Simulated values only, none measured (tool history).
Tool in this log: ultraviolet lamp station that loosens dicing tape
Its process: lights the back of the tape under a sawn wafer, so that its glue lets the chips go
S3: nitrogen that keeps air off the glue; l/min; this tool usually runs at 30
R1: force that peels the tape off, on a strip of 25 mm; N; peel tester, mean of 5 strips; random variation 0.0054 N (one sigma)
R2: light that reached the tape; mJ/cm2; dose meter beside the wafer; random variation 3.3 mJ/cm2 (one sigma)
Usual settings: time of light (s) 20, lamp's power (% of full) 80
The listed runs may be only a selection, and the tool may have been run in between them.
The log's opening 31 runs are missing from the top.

Run 32, day 11.7: usual settings but time of light (s) 11, lamp's power (% of full) 69. Result: R1 0.565 N, R2 243 mJ/cm2.
Run 33, day 11.967: usual settings but time of light (s) 25, lamp's power (% of full) 69, S3 42 l/min. Result: R1 0.073 N, R2 548 mJ/cm2.
Run 34, day 12.192: usual settings but lamp's power (% of full) 69. Result: R1 0.136 N, R2 442 mJ/cm2.
Run 35, day 12.425: usual settings but lamp's power (% of full) 69. Result: R1 0.143 N, R2 437 mJ/cm2.
Run 36, day 12.817: usual settings but time of light (s) 23, lamp's power (% of full) 72, S3 14 l/min. Result: R1 0.156 N, R2 528 mJ/cm2.
Run 37, day 13.038: usual settings but time of light (s) 12. Result: R1 0.336 N, R2 310 mJ/cm2.
Run 38, day 13.358: usual settings but S3 18 l/min. Result: R1 0.143 N, R2 512 mJ/cm2.
Run 39, day 13.679: usual settings but S3 18 l/min. Result: R1 0.134 N, R2 513 mJ/cm2.
Run 40, day 13.929: usual settings but S3 18 l/min. Result: R1 0.144 N, R2 507 mJ/cm2.
Run 41, day 14.233: usual settings but time of light (s) 15, lamp's power (% of full) 62, S3 58 l/min. Result: R1 0.264 N, R2 300 mJ/cm2.
Run 42, day 14.471: usual settings but time of light (s) 25, lamp's power (% of full) 73, S3 58 l/min. Result: R1 0.062 N, R2 585 mJ/cm2.
Run 43, day 14.817: usual settings but time of light (s) 11, lamp's power (% of full) 64, S3 13 l/min. Result: R1 0.952 N, R2 225 mJ/cm2.

Below are 3 alternative next runs, each starting from the tool's condition after run 43. Predict each:
Run A, day 15.196: usual settings but time of light (s) 39, S3 49 l/min. Result: R1 ?, R2 ?.
Run B, day 15.196: usual settings but time of light (s) 11, lamp's power (% of full) 61, S3 36 l/min. Result: R1 ?, R2 ?.
Run C, day 15.196: usual settings but time of light (s) 31, lamp's power (% of full) 64, S3 13 l/min. Result: R1 ?, R2 ?.

run     R1   R2
  A  0.053  998
  B  0.609  215
  C  0.105  634
Without the tool's hidden state the same runs would have given:
run     R1   R2
  A  0.053  999
  B  0.607  215
  C  0.105  635

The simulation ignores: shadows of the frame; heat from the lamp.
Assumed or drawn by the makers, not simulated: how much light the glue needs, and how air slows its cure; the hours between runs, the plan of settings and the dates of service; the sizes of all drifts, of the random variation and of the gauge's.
